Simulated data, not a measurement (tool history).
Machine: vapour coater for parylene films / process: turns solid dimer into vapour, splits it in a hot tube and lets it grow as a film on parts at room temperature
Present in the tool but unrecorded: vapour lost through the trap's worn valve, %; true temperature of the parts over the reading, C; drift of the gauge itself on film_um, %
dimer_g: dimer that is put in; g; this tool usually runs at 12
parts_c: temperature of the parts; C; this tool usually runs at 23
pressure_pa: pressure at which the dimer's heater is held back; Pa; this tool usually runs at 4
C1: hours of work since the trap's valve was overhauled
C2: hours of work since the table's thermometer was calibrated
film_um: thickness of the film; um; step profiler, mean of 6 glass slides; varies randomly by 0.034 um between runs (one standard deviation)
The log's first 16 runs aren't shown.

Run 17, hour 341.8: usual settings but parts_c 18 C; C1 266; C2 979. Result: film_um 3.93 um.
Run 18, hour 360.5: usual settings; C1 282; C2 995. Result: film_um 3.33 um.
At hour 363.1: table's thermometer calibrated.
Run 19, hour 377.6: usual settings but dimer_g 8 g; C1 295; C2 12. Result: film_um 2.25 um.
Run 20, hour 392.2: usual settings but dimer_g 8 g; C1 308; C2 25. Result: film_um 2.24 um.
Run 21, hour 419.9: usual settings but parts_c 21 C; C1 332; C2 49. Result: film_um 3.58 um.
Run 22, hour 442.7: usual settings but dimer_g 20 g, parts_c 24 C, pressure_pa 10.89 Pa; C1 351; C2 68. Result: film_um 5.08 um.
Run 23, hour 457.7: usual settings but parts_c 20 C, pressure_pa 5.68 Pa; C1 364; C2 81. Result: film_um 3.6 um.
Run 24, hour 475: usual settings but dimer_g 7 g, parts_c 20 C, pressure_pa 5.68 Pa; C1 379; C2 96. Result: film_um 2.11 um.
Run 25, hour 504.9: usual settings but dimer_g 7 g, parts_c 20 C, pressure_pa 5.68 Pa; C1 404; C2 121. Result: film_um 2.01 um.
At hour 511.6: table's thermometer calibrated, once more.
Run 26, hour 522.3: usual settings but dimer_g 5 g, pressure_pa 2.39 Pa; C1 418; C2 9. Result: film_um 1.32 um.
At hour 536.7: trap's valve overhauled.
Run 27, hour 553.1: usual settings but dimer_g 5 g, pressure_pa 2.39 Pa; C1 14; C2 32. Result: film_um 1.51 um.
Run 28, hour 566.1: usual settings but dimer_g 6 g, pressure_pa 7.16 Pa; C1 25; C2 43. Result: film_um 1.66 um.
Run 29, hour 592.7: usual settings but dimer_g 13 g, parts_c 17 C, pressure_pa 8.1 Pa; C1 48; C2 66. Result: film_um 4.39 um.
Run 30, hour 608.3: usual settings but parts_c 21 C, pressure_pa 10.42 Pa; C1 61; C2 79. Result: film_um 3.48 um.
Run 31, hour 624.1: usual settings but parts_c 21 C, pressure_pa 10.42 Pa; C1 75; C2 93. Result: film_um 3.37 um.
Run 32, hour 644.8: usual settings but dimer_g 10 g, parts_c 18 C, pressure_pa 4.06 Pa; C1 92; C2 110. Result: film_um 3.38 um.
Run 33, hour 672.4: usual settings but parts_c 29 C, pressure_pa 4.49 Pa; C1 116; C2 134. Result: film_um 2.72 um.
Run 34, hour 687.5: usual settings but parts_c 25 C, pressure_pa 6.38 Pa; C1 129; C2 147. Result: film_um 3.02 um.
Run 35, hour 700: usual settings but dimer_g 13 g, parts_c 25 C, pressure_pa 6.38 Pa; C1 140; C2 158. Result: film_um 3.29 um.
Run 36, hour 719.5: usual settings but dimer_g 11 g, parts_c 22 C, pressure_pa 3.48 Pa; C1 156; C2 174. Result: film_um 3.18 um.
Run 37, hour 733.8: usual settings but dimer_g 11 g, parts_c 16 C, pressure_pa 5.63 Pa; C1 169; C2 187. Result: film_um 3.76 um.
Run 38, hour 755.7: usual settings but dimer_g 11 g, parts_c 16 C, pressure_pa 5.63 Pa; C1 187; C2 205. Result: film_um 3.83 um.
Run 39, hour 768.2: usual settings but dimer_g 9 g, parts_c 16 C, pressure_pa 6 Pa; C1 198; C2 216. Result: film_um 3.12 um.

Branching from run 39: 4 alternative next runs. What would each branch give?
Run A, hour 790.5: usual settings but dimer_g 16 g, parts_c 18 C, pressure_pa 6 Pa; C1 217; C2 235. Result: film_um ?.
Run B, hour 790.5: usual settings but dimer_g 9 g, parts_c 31 C, pressure_pa 6 Pa; C1 217; C2 235. Result: film_um ?.
Run C, hour 790.5: usual settings but dimer_g 21 g, parts_c 24 C, pressure_pa 3.45 Pa; C1 217; C2 235. Result: film_um ?.
Run D, hour 790.5: usual settings but parts_c 31 C, pressure_pa 4.43 Pa; C1 217; C2 235. Result: film_um ?.

run  film_um
  A     5.18
  B     1.84
  C     5.62
  D     2.46
The same runs, with their run-to-run variation unchanged, on a tool lacking any hidden condition would have given:
run  film_um
  A     5.45
  B     1.93
  C     5.91
  D     2.59
